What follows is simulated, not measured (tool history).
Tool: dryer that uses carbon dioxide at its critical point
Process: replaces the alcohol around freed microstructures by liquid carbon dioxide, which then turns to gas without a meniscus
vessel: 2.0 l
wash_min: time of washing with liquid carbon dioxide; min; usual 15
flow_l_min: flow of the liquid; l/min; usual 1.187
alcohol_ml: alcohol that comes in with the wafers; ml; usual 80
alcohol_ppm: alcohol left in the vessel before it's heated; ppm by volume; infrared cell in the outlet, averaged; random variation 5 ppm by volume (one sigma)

| run | hour | wash_min | flow_l_min | alcohol_ml | alcohol_ppm |
|---|---|---|---|---|---|
| 1 | 0.0 | 15 | 1.187 | 80 | 89 |
| 2 | 37.4 | 15 | 1.187 | 80 | 94 |
| 3 | 65.7 | 15 | 1.187 | 80 | 106 |
| 4 | 114.5 | 15 | 1.187 | 25 | 97 |
| 5 | 166.9 | 15 | 1.187 | 25 | 121 |
| 6 | 203.8 | 15 | 1.187 | 25 | 122 |
| 7 | 252.5 | 15 | 1.187 | 25 | 127 |
| 8 | 282.3 | 15 | 1.187 | 25 | 128 |
| 9 | 326.5 | 15 | 1.187 | 25 | 134 |
| 10 | 367.2 | 15 | 1.187 | 87 | 155 |
| 11 | 416.0 | 15 | 1.250 | 87 | 161 |
| 12 | 466.5 | 15 | 1.250 | 87 | 162 |
| 13 | 489.1 | 15 | 0.730 | 80 | 513 |
| 14 | 514.6 | 15 | 1.980 | 80 | 159 |
| 15 | 568.2 | 15 | 1.980 | 80 | 168 |
| 16 | 615.4 | 15 | 1.980 | 80 | 175 |
| 17 | 652.8 | 12 | 1.980 | 23 | 189 |
| 18 | 688.4 | 12 | 1.980 | 23 | 176 |
| 19 | 727.2 | 10 | 0.910 | 76 | 962 |

Run 20 comes next. What will it give?
| 20 | 769.3 | 9 | 1.830 | 90 | ? |

Run 20 gave alcohol_ppm 233 ppm by volume.
Without the tool's hidden state the same run would have given alcohol_ppm 20 ppm by volume.
